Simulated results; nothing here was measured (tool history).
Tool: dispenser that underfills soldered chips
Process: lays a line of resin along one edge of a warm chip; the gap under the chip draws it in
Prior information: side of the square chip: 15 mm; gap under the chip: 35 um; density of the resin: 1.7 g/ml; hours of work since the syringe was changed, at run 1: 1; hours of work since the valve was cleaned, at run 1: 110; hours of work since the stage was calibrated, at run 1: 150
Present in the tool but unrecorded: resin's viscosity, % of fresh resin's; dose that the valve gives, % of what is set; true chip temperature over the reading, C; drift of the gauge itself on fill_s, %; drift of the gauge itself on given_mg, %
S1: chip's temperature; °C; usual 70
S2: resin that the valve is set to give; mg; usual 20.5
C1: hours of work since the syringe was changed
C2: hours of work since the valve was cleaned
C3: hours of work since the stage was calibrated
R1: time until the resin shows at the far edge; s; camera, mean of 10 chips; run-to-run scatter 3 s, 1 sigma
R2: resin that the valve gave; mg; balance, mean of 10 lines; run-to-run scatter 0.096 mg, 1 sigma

run,day,S1,S2,C1,C2,C3,R1,R2
1,0,70,20.5,1,110,150,310,18.79
2,0.196,70,20.5,4,114,153,361.2,18.88
3,0.362,70,24.4,7,116,156,396.8,22.44
4,0.5,70,24.4,9,119,158,457.3,22.39
# day 0.65: new syringe of resin
5,0.662,70,24.4,0,121,161,282.4,22.34
6,0.838,70,24.4,3,124,164,328,22.1
7,0.946,70,24.4,5,126,165,360.1,22.29
8,1.058,70,24.4,7,128,167,393.1,22.43
9,1.175,70,24.4,9,130,169,427.2,22.35
10,1.288,70,20.5,11,131,171,474.5,18.6
# day 1.362: new syringe of resin
11,1.462,70,20.2,2,134,174,319.4,18.22
12,1.654,70,20.2,5,137,177,381.2,18.32
13,1.883,84,22.8,9,141,181,210.7,20.59
# day 2.071: new syringe of resin
14,2.121,69,21.4,1,145,184,316.8,19.14
15,2.254,59,21.6,3,147,187,618.7,19.55
# day 2.454: dispensing valve cleaned and set on the balance
16,2.454,55,23.6,6,0,189,866.3,23.51
17,2.658,55,26.5,9,3,193,1019.7,26.49
18,2.762,55,26.5,11,5,194,1109.7,26.54
# day 2.829: new syringe of resin
19,2.912,55,26.5,1,7,197,713.1,26.41
20,3.129,55,26.5,5,11,200,833,26.37
21,3.225,64,22.2,7,13,202,544.2,21.94
22,3.354,64,18.9,9,15,204,609.3,18.51
23,3.496,57,18.3,11,17,206,1034.7,18.12
# day 3.546: new syringe of resin
24,3.642,57,18.3,2,19,209,652.2,18.02

Same runs, no hidden state in the tool, same run-to-run variation:
run,R1,R2
1,302.1,20.37
2,300.9,20.52
3,290.7,24.44
4,299.8,24.43
5,293.8,24.43
6,296.6,24.21
7,298.4,24.44
8,297,24.63
9,294,24.59
10,295,20.48
11,299.5,20.11
12,305.5,20.28
13,141,22.85
14,317.4,21.3
15,557.8,21.8
16,701.5,23.5
17,699.9,26.55
18,698.7,26.64
19,709.5,26.55
20,696.7,26.57
21,418.6,22.14
22,422.2,18.71
23,639.8,18.35
24,643.1,18.28
